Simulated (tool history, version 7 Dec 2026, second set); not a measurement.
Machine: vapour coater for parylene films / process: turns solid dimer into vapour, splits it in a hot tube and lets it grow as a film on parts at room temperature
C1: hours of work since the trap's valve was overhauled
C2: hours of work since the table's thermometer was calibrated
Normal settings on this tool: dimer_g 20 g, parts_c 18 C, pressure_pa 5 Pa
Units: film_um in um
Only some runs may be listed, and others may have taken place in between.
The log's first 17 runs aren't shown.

{"run": 18, "hour": 175.7, "dimer_g": 20, "parts_c": 18, "pressure_pa": 7.4, "C1": 433, "C2": 351, "film_um": 4.87}
{"run": 19, "hour": 182.7, "dimer_g": 20, "parts_c": 18, "pressure_pa": 7.4, "C1": 438, "C2": 355, "film_um": 4.77}
{"run": 20, "hour": 196.3, "dimer_g": 20, "parts_c": 18, "pressure_pa": 7.4, "C1": 447, "C2": 365, "film_um": 4.82}
{"run": 21, "hour": 207.7, "dimer_g": 11, "parts_c": 18, "pressure_pa": 5, "C1": 455, "C2": 372, "film_um": 2.82}
{"run": 22, "hour": 214.5, "dimer_g": 11, "parts_c": 18, "pressure_pa": 6.72, "C1": 460, "C2": 377, "film_um": 2.69}
{"run": 23, "hour": 223.0, "dimer_g": 11, "parts_c": 18, "pressure_pa": 6.72, "C1": 465, "C2": 383, "film_um": 2.65}
{"run": 24, "hour": 230.2, "dimer_g": 20, "parts_c": 18, "pressure_pa": 5, "C1": 470, "C2": 388, "film_um": 5.19}
{"run": 25, "hour": 236.5, "dimer_g": 13, "parts_c": 25, "pressure_pa": 5.71, "C1": 475, "C2": 392, "film_um": 2.84}
{"run": 26, "hour": 250.6, "dimer_g": 13, "parts_c": 25, "pressure_pa": 5.71, "C1": 484, "C2": 402, "film_um": 2.81}
{"run": 27, "hour": 258.0, "dimer_g": 13, "parts_c": 18, "pressure_pa": 8.82, "C1": 489, "C2": 407, "film_um": 3}
{"run": 28, "hour": 264.5, "dimer_g": 24, "parts_c": 18, "pressure_pa": 7.73, "C1": 494, "C2": 411, "film_um": 5.65}
{"run": 29, "hour": 275.8, "dimer_g": 24, "parts_c": 18, "pressure_pa": 7.73, "C1": 501, "C2": 419, "film_um": 5.72}

For run 30, what comes out?
{"run": 30, "hour": 283.9, "dimer_g": 16, "parts_c": 17, "pressure_pa": 5, "C1": 507, "C2": 424, "film_um": "?"}

Run 30 gave film_um 4.2 um.
If the tool had no hidden condition, the same run with the same run-to-run variation would have returned film_um 4.65 um.
